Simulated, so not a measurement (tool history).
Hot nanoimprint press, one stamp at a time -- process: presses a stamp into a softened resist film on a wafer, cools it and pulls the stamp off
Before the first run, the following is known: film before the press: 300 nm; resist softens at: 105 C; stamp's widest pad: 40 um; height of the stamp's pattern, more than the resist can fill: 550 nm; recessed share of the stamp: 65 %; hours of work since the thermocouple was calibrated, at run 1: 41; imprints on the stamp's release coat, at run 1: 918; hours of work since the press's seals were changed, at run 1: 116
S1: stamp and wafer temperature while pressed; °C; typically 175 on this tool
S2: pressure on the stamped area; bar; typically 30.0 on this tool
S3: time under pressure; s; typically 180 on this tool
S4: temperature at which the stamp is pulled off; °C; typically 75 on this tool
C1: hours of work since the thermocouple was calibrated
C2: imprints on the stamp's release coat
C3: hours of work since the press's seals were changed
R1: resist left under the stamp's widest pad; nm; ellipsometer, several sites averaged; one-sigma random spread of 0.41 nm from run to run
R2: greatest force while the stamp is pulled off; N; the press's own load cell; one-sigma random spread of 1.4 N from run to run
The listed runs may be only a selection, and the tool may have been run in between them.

run 1 hour=0.0 | S1=175 S2=30.0 S3=180 S4=75 | C1=41 C2=918 C3=116 | R1=176.6 R2=119
run 2 hour=5.7 | S1=175 S2=30.0 S3=180 S4=76 | C1=45 C2=947 C3=120 | R1=177.2 R2=115
run 3 hour=12.6 | S1=181 S2=30.0 S3=180 S4=76 | C1=51 C2=983 C3=126 | R1=156.5 R2=118
run 4 hour=22.6 | S1=175 S2=30.0 S3=180 S4=75 | C1=59 C2=1034 C3=134 | R1=176.7 R2=117
run 5 hour=28.2 | S1=175 S2=23.4 S3=180 S4=75 | C1=63 C2=1062 C3=138 | R1=197.6 R2=123
run 6 hour=34.9 | S1=175 S2=23.4 S3=180 S4=75 | C1=68 C2=1097 C3=144 | R1=198.7 R2=122
run 7 hour=46.4 | S1=175 S2=23.4 S3=180 S4=75 | C1=78 C2=1156 C3=153 | R1=197.2 R2=121
run 8 hour=52.6 | S1=175 S2=23.4 S3=180 S4=70 | C1=82 C2=1188 C3=158 | R1=197.9 R2=126
run 9 hour=64.6 | S1=175 S2=30.0 S3=180 S4=74 | C1=92 C2=1249 C3=167 | R1=175.8 R2=125
run 10 hour=74.3 | S1=175 S2=30.0 S3=180 S4=74 | C1=100 C2=1298 C3=175 | R1=176.3 R2=123
run 11 hour=85.3 | S1=175 S2=30.0 S3=180 S4=74 | C1=108 C2=1355 C3=183 | R1=175.7 R2=127
run 12 hour=91.4 | S1=177 S2=30.0 S3=151 S4=75 | C1=113 C2=1386 C3=188 | R1=178.0 R2=127
run 13 hour=100.0 | S1=177 S2=30.0 S3=151 S4=75 | C1=120 C2=1430 C3=195 | R1=178.1 R2=126
run 14 hour=106.4 | S1=185 S2=35.0 S3=266 S4=75 | C1=125 C2=1463 C3=200 | R1=116.8 R2=127
run 15 hour=112.2 | S1=185 S2=35.0 S3=266 S4=75 | C1=130 C2=1493 C3=205 | R1=116.4 R2=125
run 16 hour=118.0 | S1=175 S2=18.4 S3=92 S4=75 | C1=134 C2=1523 C3=209 | R1=245.9 R2=126

Difference, measured minus no-hidden-state, one row per run. Run-to-run variation is common to both terms; the gauge's own scatter need not be:
The hidden state here: true temperature over the reading, C; pressure that arrives at the usual setting, %; grip of the stamp's worn release coat, % over a new coat's; drift of the gauge itself on residual_nm, %; drift of the gauge itself on pull_off_n, %.
run=1 R1=+0.9 R2=+15
run=2 R1=+0.9 R2=+14
run=3 R1=+0.8 R2=+15
run=4 R1=+0.8 R2=+16
run=5 R1=+0.6 R2=+17
run=6 R1=+0.6 R2=+17
run=7 R1=+0.5 R2=+18
run=8 R1=+0.4 R2=+19
run=9 R1=+0.5 R2=+20
run=10 R1=+0.4 R2=+20
run=11 R1=+0.3 R2=+21
run=12 R1=+0.3 R2=+22
run=13 R1=+0.2 R2=+22
run=14 R1=+0.4 R2=+23
run=15 R1=+0.3 R2=+23
run=16 R1=-0.2 R2=+24
